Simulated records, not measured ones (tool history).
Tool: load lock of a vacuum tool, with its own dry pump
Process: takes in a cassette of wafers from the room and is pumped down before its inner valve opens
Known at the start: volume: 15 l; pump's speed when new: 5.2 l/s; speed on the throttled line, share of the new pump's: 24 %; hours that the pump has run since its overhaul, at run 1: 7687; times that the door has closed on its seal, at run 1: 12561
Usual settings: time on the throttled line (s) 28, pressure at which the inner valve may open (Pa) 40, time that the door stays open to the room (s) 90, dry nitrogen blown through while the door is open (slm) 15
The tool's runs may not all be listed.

| run | hour | time on the throttled line (s) | pressure at which the inner valve may open (Pa) | time that the door stays open to the room (s) | dry nitrogen blown through while the door is open (slm) | hours that the pump has run since its overhaul | times that the door has closed on its seal | incoming humidity of the room's air, % | time from the closed door until the inner valve may open (s) | rise of the pressure with all valves shut (Pa/min) |
|---|---|---|---|---|---|---|---|---|---|---|
| 1 | 0.0 | 28 | 40 | 90 | 15 | 7687 | 12561 | 44.2 | 45.9 | 0.172 |
| 2 | 131.8 | 28 | 40 | 90 | 15 | 7819 | 12802 | 41.5 | 46.3 | 0.172 |
| 3 | 420.1 | 26 | 40 | 90 | 15 | 8107 | 13329 | 44.3 | 44.7 | 0.178 |
| 4 | 711.2 | 26 | 40 | 90 | 15 | 8398 | 13861 | 43.1 | 45.1 | 0.180 |
| 5 | 967.0 | 28 | 40 | 90 | 38 | 8654 | 14328 | 46.0 | 46.0 | 0.160 |
| 6 | 1267.0 | 28 | 40 | 90 | 8 | 8954 | 14876 | 43.3 | 45.8 | 0.205 |
| 7 | 1566.9 | 28 | 40 | 90 | 8 | 9254 | 15424 | 41.5 | 46.4 | 0.211 |
| 8 | 1820.8 | 28 | 40 | 26 | 8 | 9508 | 15888 | 43.6 | 46.1 | 0.164 |
| 9 | 2116.9 | 28 | 40 | 90 | 15 | 9804 | 16428 | 43.2 | 45.9 | 0.200 |
| 10 | 2242.9 | 28 | 40 | 90 | 15 | 9930 | 16659 | 44.7 | 46.3 | 0.210 |
| 11 | 2432.8 | 28 | 40 | 76 | 23 | 10120 | 17006 | 44.8 | 46.8 | 0.187 |
| 12 | 2566.1 | 42 | 48 | 137 | 21 | 10253 | 17249 | 47.1 | 55.8 | 0.229 |
| 13 | 2820.2 | 42 | 29 | 33 | 17 | 10507 | 17713 | 41.0 | 57.7 | 0.167 |
| 14 | 2964.7 | 40 | 40 | 195 | 15 | 10651 | 17977 | 45.4 | 54.9 | 0.269 |
| 15 | 3094.1 | 16 | 40 | 171 | 6 | 10781 | 18214 | 44.8 | 38.3 | 0.297 |

The next listed run, before its measurement:
| 16 | 3267.2 | 37 | 40 | 171 | 32 | 10954 | 18530 | 46.0 | ? | ? |

time from the closed door until the inner valve may open (s): 53.7
rise of the pressure with all valves shut (Pa/min): 0.235
Without the tool's hidden state the same run would have given time from the closed door until the inner valve may open (s) 51.3, rise of the pressure with all valves shut (Pa/min) 0.117.

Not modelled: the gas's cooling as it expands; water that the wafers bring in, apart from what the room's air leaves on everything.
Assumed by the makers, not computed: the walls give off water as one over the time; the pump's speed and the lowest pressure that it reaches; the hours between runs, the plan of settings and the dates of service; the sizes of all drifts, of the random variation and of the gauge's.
